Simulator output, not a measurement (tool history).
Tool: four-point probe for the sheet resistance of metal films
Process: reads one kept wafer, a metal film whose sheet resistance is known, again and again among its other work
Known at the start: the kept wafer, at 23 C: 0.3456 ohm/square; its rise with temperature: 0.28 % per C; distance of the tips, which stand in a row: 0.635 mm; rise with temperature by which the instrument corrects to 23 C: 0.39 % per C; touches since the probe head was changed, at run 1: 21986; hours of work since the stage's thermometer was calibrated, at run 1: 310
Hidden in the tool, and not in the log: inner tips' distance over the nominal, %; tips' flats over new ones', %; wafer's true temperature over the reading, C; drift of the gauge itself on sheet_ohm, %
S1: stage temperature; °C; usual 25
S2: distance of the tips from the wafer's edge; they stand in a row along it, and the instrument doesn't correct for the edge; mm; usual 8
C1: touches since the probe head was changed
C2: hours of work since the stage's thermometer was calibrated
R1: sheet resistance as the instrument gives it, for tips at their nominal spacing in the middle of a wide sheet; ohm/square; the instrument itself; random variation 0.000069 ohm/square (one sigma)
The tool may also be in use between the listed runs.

Run 1, hour 0.0: usual settings; C1 21986; C2 310. Result: R1 0.346594 ohm/square.
Run 2, hour 49.9: usual settings; C1 23343; C2 344. Result: R1 0.346459 ohm/square.
Run 3, hour 72.7: usual settings; C1 23964; C2 360. Result: R1 0.346654 ohm/square.
Run 4, hour 124.1: usual settings but S1 22 °C; C1 25364; C2 396. Result: R1 0.347805 ohm/square.
Run 5, hour 167.8: usual settings but S1 22 °C; C1 26553; C2 426. Result: R1 0.347729 ohm/square.
Run 6, hour 212.2: usual settings but S1 22 °C; C1 27762; C2 456. Result: R1 0.347930 ohm/square.
At hour 216.4: stage's thermometer calibrated.
Run 7, hour 239.1: usual settings; C1 28479; C2 16. Result: R1 0.346876 ohm/square.
Run 8, hour 290.4: usual settings; C1 29875; C2 51. Result: R1 0.346926 ohm/square.
Run 9, hour 325.3: usual settings; C1 30827; C2 75. Result: R1 0.346916 ohm/square.
Run 10, hour 367.8: usual settings but S1 26 °C; C1 31982; C2 104. Result: R1 0.346667 ohm/square.
Run 11, hour 403.5: usual settings but S1 18 °C; C1 32953; C2 129. Result: R1 0.349725 ohm/square.
Run 12, hour 430.6: usual settings but S1 18 °C; C1 33692; C2 148. Result: R1 0.349787 ohm/square.
At hour 447.9: stage's thermometer calibrated, once more.
Run 13, hour 456.8: usual settings but S1 27 °C; C1 34392; C2 6. Result: R1 0.346182 ohm/square.
Run 14, hour 485.0: usual settings but S1 27 °C; C1 35160; C2 26. Result: R1 0.346210 ohm/square.
Run 15, hour 523.6: usual settings but S1 27 °C; C1 36210; C2 52. Result: R1 0.346252 ohm/square.
Run 16, hour 569.3: usual settings but S1 21 °C, S2 51 mm; C1 37452; C2 84. Result: R1 0.347500 ohm/square.
Run 17, hour 605.3: usual settings but S1 21 °C, S2 51 mm; C1 38433; C2 108. Result: R1 0.347398 ohm/square.
Run 18, hour 649.9: usual settings but S1 18 °C, S2 10 mm; C1 39647; C2 139. Result: R1 0.349464 ohm/square.

5 ways to go on from here, each from the tool as it stands after run 18. What would each give?
Run A, hour 689.1: usual settings but S1 24 °C; C1 40713; C2 166. Result: R1 ?.
Run B, hour 689.1: usual settings but S1 18 °C; C1 40713; C2 166. Result: R1 ?.
Run C, hour 689.1: usual settings but S1 18 °C, S2 3 mm; C1 40713; C2 166. Result: R1 ?.
Run D, hour 689.1: usual settings but S1 21 °C, S2 62 mm; C1 40713; C2 166. Result: R1 ?.
Run E, hour 689.1: usual settings but S1 19 °C, S2 5 mm; C1 40713; C2 166. Result: R1 ?.

run        R1
  A  0.347603
  B  0.349961
  C  0.357097
  D  0.347532
  E  0.351319
Without the tool's hidden state the same runs would have given:
run        R1
  A  0.346423
  B  0.348771
  C  0.355885
  D  0.346351
  E  0.350125
